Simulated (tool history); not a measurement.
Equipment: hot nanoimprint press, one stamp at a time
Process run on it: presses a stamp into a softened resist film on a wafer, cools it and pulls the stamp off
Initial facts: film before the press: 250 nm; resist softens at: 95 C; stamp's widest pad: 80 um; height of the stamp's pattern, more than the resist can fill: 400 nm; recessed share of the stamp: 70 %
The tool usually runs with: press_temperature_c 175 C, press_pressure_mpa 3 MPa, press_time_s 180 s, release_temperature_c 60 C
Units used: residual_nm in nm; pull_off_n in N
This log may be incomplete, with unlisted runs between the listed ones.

| run | hour | press_temperature_c | press_pressure_mpa | press_time_s | release_temperature_c | residual_nm | pull_off_n |
|---|---|---|---|---|---|---|---|
| 1 | 0 | 175 | 3 | 180 | 60 | 145.8 | 218 |
| 2 | 16.8 | 175 | 3 | 180 | 60 | 145.3 | 231 |
| 3 | 28.3 | 175 | 3 | 180 | 60 | 143.7 | 221 |
|  | 43.3 | stamp cleaned and given a new release coat |
| 4 | 49.8 | 175 | 3 | 180 | 60 | 143.4 | 196 |
| 5 | 67.2 | 175 | 3 | 180 | 60 | 144 | 197 |
| 6 | 80.2 | 175 | 3 | 180 | 60 | 144.6 | 202 |
| 7 | 92.6 | 168 | 3.5 | 180 | 60 | 162.5 | 199 |
| 8 | 110.2 | 185 | 4.37 | 330 | 58 | 72.3 | 213 |
| 9 | 128.3 | 185 | 2.53 | 279 | 58 | 104 | 222 |
| 10 | 142.1 | 167 | 2.59 | 172 | 49 | 188.6 | 246 |
| 11 | 151.8 | 175 | 3 | 103 | 60 | 167.5 | 212 |
| 12 | 165.8 | 175 | 1.99 | 103 | 65 | 193.4 | 200 |

What if the next run were any one of these 5? Each begins from the tool's condition after run 12:
| A | 184.1 | 183 | 1.99 | 104 | 57 | ? | ? |
| B | 184.1 | 171 | 2.08 | 298 | 65 | ? | ? |
| C | 184.1 | 175 | 1.99 | 103 | 49 | ? | ? |
| D | 184.1 | 170 | 3.79 | 103 | 57 | ? | ? |
| E | 184.1 | 175 | 1.99 | 129 | 65 | ? | ? |

| run | residual_nm | pull_off_n |
|---|---|---|
| A | 164.9 | 227 |
| B | 164.3 | 206 |
| C | 193.6 | 251 |
| D | 173 | 227 |
| E | 186.6 | 209 |
Take away the tool's hidden state, keep each run's random variation, and the runs would have read:
| run | residual_nm | pull_off_n |
|---|---|---|
| A | 166.9 | 203 |
| B | 166.8 | 184 |
| C | 195.6 | 224 |
| D | 174.7 | 202 |
| E | 188.8 | 186 |

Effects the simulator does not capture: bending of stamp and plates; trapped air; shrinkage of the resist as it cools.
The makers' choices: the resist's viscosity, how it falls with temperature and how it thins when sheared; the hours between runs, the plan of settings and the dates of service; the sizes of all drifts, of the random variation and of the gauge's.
